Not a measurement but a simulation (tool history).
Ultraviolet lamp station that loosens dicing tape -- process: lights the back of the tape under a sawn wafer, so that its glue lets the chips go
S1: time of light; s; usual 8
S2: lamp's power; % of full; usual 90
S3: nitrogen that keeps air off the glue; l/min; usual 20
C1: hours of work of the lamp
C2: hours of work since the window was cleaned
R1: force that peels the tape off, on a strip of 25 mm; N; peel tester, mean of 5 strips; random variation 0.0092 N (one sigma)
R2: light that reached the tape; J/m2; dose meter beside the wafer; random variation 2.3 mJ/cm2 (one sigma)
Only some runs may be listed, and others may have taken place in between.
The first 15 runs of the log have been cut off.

run	hour	S1	S2	S3	C1	C2	R1	R2
16	92.4	8	90	20	213	8	0.526	2160
# hour 96.4: window cleaned of glue's vapour, once more
17	101.3	11	80	17	218	3	0.325	2770
18	109	10	80	9	222	7	0.574	2560
19	117.1	8	88	27	226	11	0.417	2210
20	125.9	8	88	27	231	16	0.42	2210
21	132.9	7	90	14	235	20	0.761	1930
22	142	10	64	39	240	25	0.437	2010
23	147.2	10	64	39	243	27	0.436	2020
24	155.2	4	61	28	247	32	3.041	750
25	163.8	4	61	11	251	36	4.043	760
26	171.2	6	61	23	255	40	1.859	1130
27	179.6	5	88	12	260	45	1.749	1360
28	183.6	5	88	12	262	47	1.753	1370
29	190.5	4	62	18	266	51	3.349	780
30	194.5	8	68	9	268	53	1.387	1690
31	198.3	5	99	7	270	55	1.863	1540

Each row is a separate what-if for the run after 31, all from the same tool condition, not one after another. Results?
A	202.1	5	85	9	272	57	?	?
B	202.1	8	90	13	272	57	?	?
C	202.1	5	99	7	272	57	?	?
D	202.1	11	69	20	272	57	?	?

run	R1	R2
A	2.185	1310
B	0.624	2220
C	1.945	1550
D	0.427	2330
Without the tool's unlogged condition, the same runs would have read:
run	R1	R2
A	1.892	1430
B	0.512	2430
C	1.668	1690
D	0.354	2550
